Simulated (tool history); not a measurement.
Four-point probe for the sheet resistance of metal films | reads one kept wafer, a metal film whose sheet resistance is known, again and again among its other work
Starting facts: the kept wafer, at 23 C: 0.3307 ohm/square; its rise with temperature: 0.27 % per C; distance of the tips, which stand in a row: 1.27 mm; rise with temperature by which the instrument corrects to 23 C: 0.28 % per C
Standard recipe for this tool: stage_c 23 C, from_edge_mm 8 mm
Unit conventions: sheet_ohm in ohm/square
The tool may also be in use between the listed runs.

run,hour,stage_c,from_edge_mm,sheet_ohm
1,0,23,8,0.335038
2,23.6,23,3,0.359447
3,47.3,23,8,0.33492
4,71,23,8,0.335132
5,104,23,8,0.334986
6,133.8,23,6,0.338351
7,149,23,6,0.338434
8,172.6,23,9,0.334092
9,187.4,27,6,0.338256
10,219.7,27,6,0.338229
11,246.6,32,5,0.341336
12,279.4,23,15,0.331837

Results per run with the tool's hidden condition removed, run-to-run variation unchanged:
The tool's hidden condition here consists of: inner tips' distance over the nominal, %; tips' flats over new ones', %; wafer's true temperature over the reading, C; drift of the gauge itself on sheet_ohm, %.
run,sheet_ohm
1,0.335145
2,0.359566
3,0.335036
4,0.335252
5,0.335112
6,0.338483
7,0.33857
8,0.33423
9,0.338399
10,0.338378
11,0.341493
12,0.331994

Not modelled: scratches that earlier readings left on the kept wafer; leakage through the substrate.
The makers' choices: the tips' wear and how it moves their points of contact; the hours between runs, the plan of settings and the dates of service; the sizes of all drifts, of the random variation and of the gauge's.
